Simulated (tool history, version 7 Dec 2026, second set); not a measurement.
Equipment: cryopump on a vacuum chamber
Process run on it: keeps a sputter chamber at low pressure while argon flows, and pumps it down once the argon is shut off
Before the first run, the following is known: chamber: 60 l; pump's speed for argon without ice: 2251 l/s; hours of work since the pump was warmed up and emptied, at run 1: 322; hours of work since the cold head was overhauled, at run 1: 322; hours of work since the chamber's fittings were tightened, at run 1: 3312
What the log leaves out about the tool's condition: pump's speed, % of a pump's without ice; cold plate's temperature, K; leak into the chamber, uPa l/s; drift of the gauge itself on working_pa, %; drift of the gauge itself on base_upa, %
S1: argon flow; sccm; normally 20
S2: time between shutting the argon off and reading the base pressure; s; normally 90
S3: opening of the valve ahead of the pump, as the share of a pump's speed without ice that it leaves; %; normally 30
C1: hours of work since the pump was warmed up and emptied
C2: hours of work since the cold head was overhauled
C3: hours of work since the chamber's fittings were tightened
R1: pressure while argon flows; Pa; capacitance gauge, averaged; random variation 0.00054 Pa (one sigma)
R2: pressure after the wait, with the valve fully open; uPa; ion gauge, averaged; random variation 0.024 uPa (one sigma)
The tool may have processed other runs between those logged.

run   hour  S1   S2  S3   C1   C2    C3      R1    R2
  1      0  20   90  30  322  322  3312  0.0527  2.11
  2   20.2  20   90  30  339  339  3329  0.0516   2.2
  3   34.7  20   94  30  352  352  3342  0.0525  2.18
  4   54.7  20   94  30  369  369  3359  0.0519  2.07
  5   75.3  20   94  30  387  387  3377  0.0527  2.18
  6   95.1  20   94  30  404  404  3394  0.0534  2.12
  7  106.1  20   94  30  414  414  3404   0.053  2.14
  8  124.8  20   94  30  430  430  3420  0.0523  2.21
  9  135.9  20   94  30  440  440  3430  0.0528  2.17
 10  146.7  17   94  30  449  449  3439  0.0451  2.15
 11  162.8  21   90  30  463  463  3453  0.0558  2.23
 12  175.8  20   90  22  474  474  3464  0.0718  2.27
 13  187.1  20   23  22  484  484  3474  0.0715   4.3
 14  200.1  20   90  30  495  495  3485  0.0549  2.21
 15  220.8  20  136  30  513  513  3503   0.054  2.08
     238.8  -- leaking fittings of the chamber tightened, without venting
 16  242.9   8   31  30  531  531     4  0.0216  2.32
 17  264.5  35  219  30  549  549    22  0.0942  0.51
 18  278.1  31  219  30  561  561    34  0.0843  0.47
 19  295.2  21  219  30  576  576    49  0.0578  0.52
 20  310.5  18   24  46  589  589    62  0.0328  2.93
 21  321.4  13   75  30  599  599    72  0.0356  1.06
 22  337.6  13   75  30  613  613    86  0.0356  1.07
 23  355.6  39  122  21  628  628   101  0.1473  0.73
 24  378.2  10   85  51  648  648   121  0.0165  0.98
 25  393.4  10   85  51  661  661   134  0.0167  1.03
 26  414.3  11   92  51  679  679   152  0.0185  0.94
 27  433.9  11   25  17  696  696   169  0.0514  2.88
 28    455  11   25  17  714  714   187   0.051  2.83

Below, each run's measurement less what the same run would have read without the hidden state. Both values contain the same run-to-run variation, but the gauge's scatter may not be the same in both:
run       R1     R2
  1  +0.0022  +1.24
  2  +0.0023  +1.31
  3  +0.0024  +1.33
  4  +0.0025  +1.29
  5  +0.0027  +1.33
  6  +0.0028   +1.3
  7  +0.0028  +1.31
  8   +0.003  +1.38
  9   +0.003  +1.35
 10  +0.0027  +1.35
 11  +0.0034  +1.39
 12  +0.0033  +1.41
 13  +0.0033  +1.39
 14  +0.0035  +1.38
 15  +0.0037  +1.47
 16  +0.0015  +0.04
 17  +0.0068  +0.05
 18  +0.0062  +0.06
 19  +0.0044  +0.07
 20  +0.0039  +0.07
 21  +0.0028  +0.08
 22  +0.0029  +0.09
 23  +0.0089  +0.09
 24  +0.0023  +0.11
 25  +0.0025  +0.12
 26  +0.0028  +0.13
 27  +0.0029  +0.13
 28   +0.003  +0.14
